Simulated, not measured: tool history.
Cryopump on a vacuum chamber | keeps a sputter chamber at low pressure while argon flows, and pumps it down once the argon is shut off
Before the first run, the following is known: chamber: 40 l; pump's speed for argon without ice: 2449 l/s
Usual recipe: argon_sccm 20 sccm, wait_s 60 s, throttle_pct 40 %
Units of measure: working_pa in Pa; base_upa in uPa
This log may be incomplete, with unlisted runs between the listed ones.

Run 1, hour 0: usual settings. Result: working_pa 0.0373 Pa, base_upa 1.63 uPa.
Run 2, hour 25.1: usual settings. Result: working_pa 0.0374 Pa, base_upa 1.56 uPa.
Run 3, hour 50.8: usual settings. Result: working_pa 0.037 Pa, base_upa 1.66 uPa.
Run 4, hour 77.4: usual settings but throttle_pct 37 %. Result: working_pa 0.0396 Pa, base_upa 1.63 uPa.
Run 5, hour 96.5: usual settings but throttle_pct 37 %. Result: working_pa 0.0401 Pa, base_upa 1.71 uPa.
Run 6, hour 120.3: usual settings but throttle_pct 37 %. Result: working_pa 0.0403 Pa, base_upa 1.71 uPa.
Run 7, hour 141.6: usual settings but throttle_pct 37 %. Result: working_pa 0.0402 Pa, base_upa 1.75 uPa.
Run 8, hour 169.8: usual settings but wait_s 169 s. Result: working_pa 0.0377 Pa, base_upa 1.51 uPa.
Run 9, hour 187.2: usual settings but wait_s 169 s. Result: working_pa 0.0377 Pa, base_upa 1.46 uPa.
Run 10, hour 206.5: usual settings but argon_sccm 37 sccm. Result: working_pa 0.0701 Pa, base_upa 1.77 uPa.
Run 11, hour 224: usual settings but argon_sccm 37 sccm. Result: working_pa 0.0702 Pa, base_upa 1.86 uPa.
Run 12, hour 244.3: usual settings but argon_sccm 37 sccm. Result: working_pa 0.0697 Pa, base_upa 1.75 uPa.
Run 13, hour 269.5: usual settings but argon_sccm 37 sccm. Result: working_pa 0.0704 Pa, base_upa 1.83 uPa.
Run 14, hour 290.7: usual settings but argon_sccm 37 sccm, wait_s 66 s. Result: working_pa 0.0692 Pa, base_upa 1.83 uPa.
Run 15, hour 307.4: usual settings but argon_sccm 37 sccm, wait_s 66 s. Result: working_pa 0.0702 Pa, base_upa 1.83 uPa.
Run 16, hour 321.1: usual settings but argon_sccm 37 sccm, wait_s 66 s. Result: working_pa 0.0705 Pa, base_upa 1.79 uPa.
At hour 325.2: leaking fittings of the chamber tightened, without venting.
Run 17, hour 345.3: usual settings but argon_sccm 35 sccm. Result: working_pa 0.0673 Pa, base_upa 0.54 uPa.
Run 18, hour 363.8: usual settings but argon_sccm 35 sccm. Result: working_pa 0.0656 Pa, base_upa 0.52 uPa.
Run 19, hour 384.3: usual settings but argon_sccm 21 sccm, wait_s 79 s. Result: working_pa 0.0412 Pa, base_upa 0.49 uPa.
Run 20, hour 411.1: usual settings but argon_sccm 22 sccm, wait_s 79 s, throttle_pct 22 %. Result: working_pa 0.0728 Pa, base_upa 0.49 uPa.
Run 21, hour 427.9: usual settings but argon_sccm 22 sccm, wait_s 79 s, throttle_pct 22 %. Result: working_pa 0.0747 Pa, base_upa 0.47 uPa.
Run 22, hour 453: usual settings but argon_sccm 26 sccm, wait_s 27 s, throttle_pct 22 %. Result: working_pa 0.0873 Pa, base_upa 0.98 uPa.
Run 23, hour 471.8: usual settings but argon_sccm 26 sccm, wait_s 27 s, throttle_pct 22 %. Result: working_pa 0.0866 Pa, base_upa 0.98 uPa.
Run 24, hour 490.2: usual settings but argon_sccm 26 sccm, wait_s 27 s, throttle_pct 22 %. Result: working_pa 0.0876 Pa, base_upa 1.01 uPa.
Run 25, hour 512.2: usual settings but throttle_pct 34 %. Result: working_pa 0.045 Pa, base_upa 0.64 uPa.
Run 26, hour 532.6: usual settings but throttle_pct 51 %. Result: working_pa 0.0314 Pa, base_upa 0.63 uPa.
Run 27, hour 547.9: usual settings but throttle_pct 51 %. Result: working_pa 0.0319 Pa, base_upa 0.61 uPa.
Run 28, hour 571.1: usual settings but wait_s 249 s, throttle_pct 30 %. Result: working_pa 0.0504 Pa, base_upa 0.4 uPa.
Run 29, hour 583.5: usual settings but wait_s 249 s, throttle_pct 30 %. Result: working_pa 0.0511 Pa, base_upa 0.41 uPa.
Run 30, hour 597.3: usual settings but wait_s 249 s, throttle_pct 52 %. Result: working_pa 0.0317 Pa, base_upa 0.38 uPa.
Run 31, hour 623.5: usual settings but wait_s 66 s, throttle_pct 33 %. Result: working_pa 0.0462 Pa, base_upa 0.66 uPa.
Run 32, hour 640.4: usual settings but argon_sccm 35 sccm, wait_s 21 s, throttle_pct 21 %. Result: working_pa 0.1228 Pa, base_upa 1.31 uPa.
Run 33, hour 651.8: usual settings but argon_sccm 13 sccm, wait_s 267 s. Result: working_pa 0.0254 Pa, base_upa 0.41 uPa.

Forecast each of these 5 alternatives for the next run:
Run A, hour 675.2: usual settings but wait_s 177 s, throttle_pct 19 %. Result: working_pa ?, base_upa ?.
Run B, hour 675.2: usual settings but argon_sccm 21 sccm, wait_s 267 s. Result: working_pa ?, base_upa ?.
Run C, hour 675.2: usual settings but argon_sccm 16 sccm, wait_s 232 s. Result: working_pa ?, base_upa ?.
Run D, hour 675.2: usual settings but argon_sccm 27 sccm, wait_s 267 s. Result: working_pa ?, base_upa ?.
Run E, hour 675.2: usual settings but wait_s 267 s, throttle_pct 53 %. Result: working_pa ?, base_upa ?.

run  working_pa  base_upa
  A      0.0784      0.51
  B      0.0406      0.44
  C      0.0314      0.46
  D      0.0542      0.44
  E      0.0317      0.43
Without the tool's unlogged condition, the same runs would have read:
run  working_pa  base_upa
  A      0.0731      0.27
  B      0.0351      0.18
  C      0.0272      0.21
  D      0.0472       0.2
  E      0.0265      0.19
